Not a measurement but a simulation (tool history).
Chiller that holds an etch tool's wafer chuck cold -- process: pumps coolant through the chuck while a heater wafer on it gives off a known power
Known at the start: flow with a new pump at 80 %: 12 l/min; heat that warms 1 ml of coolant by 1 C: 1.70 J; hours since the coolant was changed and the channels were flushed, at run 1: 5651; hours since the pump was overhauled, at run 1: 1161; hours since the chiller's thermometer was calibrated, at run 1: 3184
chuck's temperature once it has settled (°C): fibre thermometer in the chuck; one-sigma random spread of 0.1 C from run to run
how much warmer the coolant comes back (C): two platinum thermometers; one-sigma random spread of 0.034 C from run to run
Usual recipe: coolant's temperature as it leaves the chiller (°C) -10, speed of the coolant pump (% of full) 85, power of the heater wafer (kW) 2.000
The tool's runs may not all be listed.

| run | hour | coolant's temperature as it leaves the chiller (°C) | speed of the coolant pump (% of full) | power of the heater wafer (kW) | hours since the coolant was changed and the channels were flushed | hours since the pump was overhauled | hours since the chiller's thermometer was calibrated | chuck's temperature once it has settled (°C) | how much warmer the coolant comes back (C) |
|---|---|---|---|---|---|---|---|---|---|
| 1 | 0.0 | -10 | 85 | 2.000 | 5651 | 1161 | 3184 | 7.2 | 5.55 |
| 2 | 22.2 | -10 | 85 | 2.000 | 5673 | 1183 | 3206 | 6.9 | 5.51 |
| 3 | 39.8 | -10 | 85 | 2.000 | 5690 | 1201 | 3224 | 7.1 | 5.60 |
| 4 | 62.0 | -10 | 85 | 2.000 | 5713 | 1223 | 3246 | 7.0 | 5.57 |
| 5 | 91.7 | -10 | 85 | 2.000 | 5742 | 1253 | 3275 | 7.5 | 5.54 |
| 6 | 112.5 | -10 | 85 | 2.000 | 5763 | 1274 | 3296 | 7.2 | 5.60 |
| 7 | 146.1 | -10 | 85 | 1.380 | 5797 | 1307 | 3330 | 1.8 | 3.82 |
| 8 | 164.5 | -10 | 85 | 1.380 | 5815 | 1326 | 3348 | 1.8 | 3.81 |
| 9 | 199.7 | -10 | 85 | 1.380 | 5850 | 1361 | 3384 | 1.9 | 3.86 |
| 10 | 230.2 | -10 | 85 | 1.380 | 5881 | 1391 | 3414 | 1.8 | 3.79 |
| 11 | 266.9 | -10 | 85 | 1.380 | 5918 | 1428 | 3451 | 1.9 | 3.86 |
|  | 269.8 | chiller's thermometer calibrated |
| 12 | 299.4 | -10 | 85 | 2.000 | 5949 | 1460 | 30 | 7.2 | 5.55 |
| 13 | 329.7 | -10 | 85 | 2.000 | 5979 | 1490 | 60 | 7.1 | 5.58 |
| 14 | 364.7 | -10 | 85 | 2.000 | 6014 | 1525 | 95 | 7.0 | 5.57 |
| 15 | 388.2 | -16 | 85 | 2.000 | 6038 | 1548 | 118 | 1.1 | 5.54 |
| 16 | 414.2 | -16 | 85 | 2.000 | 6064 | 1574 | 144 | 1.1 | 5.51 |
| 17 | 434.0 | -10 | 82 | 2.000 | 6084 | 1594 | 164 | 7.6 | 5.73 |
| 18 | 467.7 | -10 | 85 | 1.162 | 6117 | 1628 | 198 | 0.0 | 3.21 |
| 19 | 496.6 | -10 | 90 | 2.000 | 6146 | 1657 | 227 | 6.3 | 5.24 |
| 20 | 513.3 | -19 | 76 | 1.220 | 6163 | 1674 | 243 | -7.7 | 3.75 |
| 21 | 529.9 | -5 | 85 | 2.904 | 6180 | 1690 | 260 | 20.0 | 8.03 |

5 options for the next run, each taken on its own from the tool as it stands now. Forecast them:
| A | 557.1 | -17 | 61 | 1.175 | 6207 | 1717 | 287 | ? | ? |
| B | 557.1 | -1 | 98 | 1.969 | 6207 | 1717 | 287 | ? | ? |
| C | 557.1 | -10 | 71 | 2.073 | 6207 | 1717 | 287 | ? | ? |
| D | 557.1 | -10 | 94 | 1.172 | 6207 | 1717 | 287 | ? | ? |
| E | 557.1 | -5 | 73 | 2.904 | 6207 | 1717 | 287 | ? | ? |

| run | chuck's temperature once it has settled (°C) | how much warmer the coolant comes back (C) |
|---|---|---|
| A | -3.9 | 4.56 |
| B | 14.0 | 4.72 |
| C | 10.6 | 6.87 |
| D | -0.8 | 2.88 |
| E | 23.3 | 9.37 |
Without the tool's unlogged condition, the same runs would have read:
| run | chuck's temperature once it has settled (°C) | how much warmer the coolant comes back (C) |
|---|---|---|
| A | -3.9 | 4.56 |
| B | 14.0 | 4.72 |
| C | 10.6 | 6.87 |
| D | -0.8 | 2.88 |
| E | 23.2 | 9.37 |

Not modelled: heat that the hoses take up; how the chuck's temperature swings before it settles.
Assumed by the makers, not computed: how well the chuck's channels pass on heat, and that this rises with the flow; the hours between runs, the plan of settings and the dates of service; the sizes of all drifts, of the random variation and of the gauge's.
